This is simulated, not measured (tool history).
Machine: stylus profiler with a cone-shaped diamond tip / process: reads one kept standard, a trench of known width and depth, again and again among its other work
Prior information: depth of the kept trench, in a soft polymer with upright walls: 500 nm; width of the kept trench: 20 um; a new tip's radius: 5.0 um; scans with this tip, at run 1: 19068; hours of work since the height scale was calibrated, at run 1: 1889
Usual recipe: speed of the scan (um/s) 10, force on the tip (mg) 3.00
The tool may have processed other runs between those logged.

run   hour  speed of the scan (um/s)  force on the tip (mg)  scans with this tip  hours of work since the height scale was calibrated  depth of the trench (Å)  width of the trench's floor (µm)
  1    0.0                        10                   3.00                19068                                                 1889                   5069.0                             13.31
  2   37.6                        10                   4.73                19357                                                 1918                   5087.2                             13.29
  3   65.8                        10                   3.08                19572                                                 1939                   5068.5                             13.23
  4  100.0                        10                   1.40                19835                                                 1965                   5053.9                             13.21
  5  148.9                        10                   1.40                20209                                                 2002                   5054.3                             13.14
  6  175.4                        10                   1.40                20413                                                 2022                   5051.7                             13.07
  7  213.6                        10                   1.40                20705                                                 2051                   5053.9                             13.15
  8  237.1                        10                   3.66                20886                                                 2069                   5080.8                             13.12
  9  279.9                        10                   3.00                21214                                                 2102                   5070.9                             13.10
 10  303.6                        10                   3.00                21396                                                 2120                   5071.3                             13.10
 11  359.7                        10                   3.00                21826                                                 2162                   5073.2                             13.07
     380.0  -- new tip fitted, height scale calibrated
 12  409.6                         3                   3.00                  227                                                   22                   5044.5                             15.48
 13  443.2                        10                   6.81                  485                                                   48                   5076.2                             15.46
 14  477.2                        10                   6.81                  746                                                   74                   5077.3                             15.40
 15  526.4                         8                   3.00                 1123                                                  111                   5041.3                             15.35
 16  583.7                        10                   3.00                 1562                                                  155                   5043.6                             15.26
 17  631.5                        10                   3.00                 1928                                                  191                   5044.7                             15.16
 18  668.1                        10                   3.00                 2209                                                  219                   5047.5                             15.22
 19  710.5                         4                   3.00                 2534                                                  251                   5048.0                             15.16
 20  739.4                        18                   1.55                 2755                                                  273                   5031.8                             15.06
 21  790.6                        18                   1.55                 3148                                                  312                   5032.1                             14.99
 22  826.2                         4                   4.71                 3421                                                  339                   5062.1                             15.01

What will run 23 give?
 23  883.0                        35                   2.38                 3856                                                  382                        ?                                 ?

Run 23 gave depth of the trench (Å) 5042.5, width of the trench's floor (µm) 14.87.
With the hidden condition absent and the run-to-run variation left alone, this run would have shown depth of the trench (Å) 5039.1, width of the trench's floor (µm) 15.52.

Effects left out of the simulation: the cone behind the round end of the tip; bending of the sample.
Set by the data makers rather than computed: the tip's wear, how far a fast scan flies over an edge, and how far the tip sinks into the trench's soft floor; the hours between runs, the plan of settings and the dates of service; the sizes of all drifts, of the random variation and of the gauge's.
